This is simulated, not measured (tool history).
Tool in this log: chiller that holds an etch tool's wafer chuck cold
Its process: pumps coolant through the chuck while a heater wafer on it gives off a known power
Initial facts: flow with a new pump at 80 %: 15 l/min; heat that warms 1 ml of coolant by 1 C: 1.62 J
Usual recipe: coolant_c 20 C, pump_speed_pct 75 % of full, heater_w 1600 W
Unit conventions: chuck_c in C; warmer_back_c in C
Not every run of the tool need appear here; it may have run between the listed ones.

run 1 day=0 | coolant_c=20 pump_speed_pct=75 heater_w=1600 | chuck_c=35.7 warmer_back_c=4.27
run 2 day=0.542 | coolant_c=20 pump_speed_pct=75 heater_w=1600 | chuck_c=35.7 warmer_back_c=4.3
run 3 day=1.1 | coolant_c=20 pump_speed_pct=75 heater_w=1600 | chuck_c=35.8 warmer_back_c=4.3
run 4 day=1.658 | coolant_c=20 pump_speed_pct=75 heater_w=1600 | chuck_c=35.8 warmer_back_c=4.28
-- day=1.933 coolant pump overhauled
run 5 day=2.85 | coolant_c=20 pump_speed_pct=75 heater_w=881 | chuck_c=28.7 warmer_back_c=2.39
run 6 day=3.633 | coolant_c=20 pump_speed_pct=75 heater_w=881 | chuck_c=28.6 warmer_back_c=2.37
-- day=4.05 coolant pump overhauled, once more
run 7 day=5.083 | coolant_c=20 pump_speed_pct=75 heater_w=1600 | chuck_c=35.6 warmer_back_c=4.23
run 8 day=5.942 | coolant_c=20 pump_speed_pct=75 heater_w=826 | chuck_c=27.9 warmer_back_c=2.18
run 9 day=6.6 | coolant_c=13 pump_speed_pct=80 heater_w=2368 | chuck_c=34.8 warmer_back_c=5.85
run 10 day=7.225 | coolant_c=13 pump_speed_pct=80 heater_w=2368 | chuck_c=35.2 warmer_back_c=5.87
run 11 day=8.121 | coolant_c=13 pump_speed_pct=80 heater_w=2368 | chuck_c=35.1 warmer_back_c=5.87
run 12 day=9.338 | coolant_c=13 pump_speed_pct=73 heater_w=2368 | chuck_c=36.7 warmer_back_c=6.45
run 13 day=10.025 | coolant_c=20 pump_speed_pct=67 heater_w=2260 | chuck_c=44.3 warmer_back_c=6.72
run 14 day=10.758 | coolant_c=20 pump_speed_pct=67 heater_w=2260 | chuck_c=44.4 warmer_back_c=6.74

Consider 5 possible next runs. They are alternatives, not a sequence: every one starts from the tool as it was left by run 14. What does each give?
run A day=12.017 | coolant_c=20 pump_speed_pct=74 heater_w=1606 | chuck_c=? warmer_back_c=?
run B day=12.017 | coolant_c=12 pump_speed_pct=75 heater_w=1453 | chuck_c=? warmer_back_c=?
run C day=12.017 | coolant_c=20 pump_speed_pct=63 heater_w=1498 | chuck_c=? warmer_back_c=?
run D day=12.017 | coolant_c=27 pump_speed_pct=97 heater_w=1865 | chuck_c=? warmer_back_c=?
run E day=12.017 | coolant_c=20 pump_speed_pct=87 heater_w=1038 | chuck_c=? warmer_back_c=?

run=A chuck_c=36.1 warmer_back_c=4.31
run=B chuck_c=26.1 warmer_back_c=3.83
run=C chuck_c=36.8 warmer_back_c=4.77
run=D chuck_c=41.8 warmer_back_c=3.77
run=E chuck_c=29 warmer_back_c=2.36
The same runs, with their run-to-run variation unchanged, on a tool lacking any hidden condition would have given:
run=A chuck_c=35.7 warmer_back_c=4.31
run=B chuck_c=25.8 warmer_back_c=3.83
run=C chuck_c=36.4 warmer_back_c=4.76
run=D chuck_c=41.5 warmer_back_c=3.77
run=E chuck_c=28.9 warmer_back_c=2.35
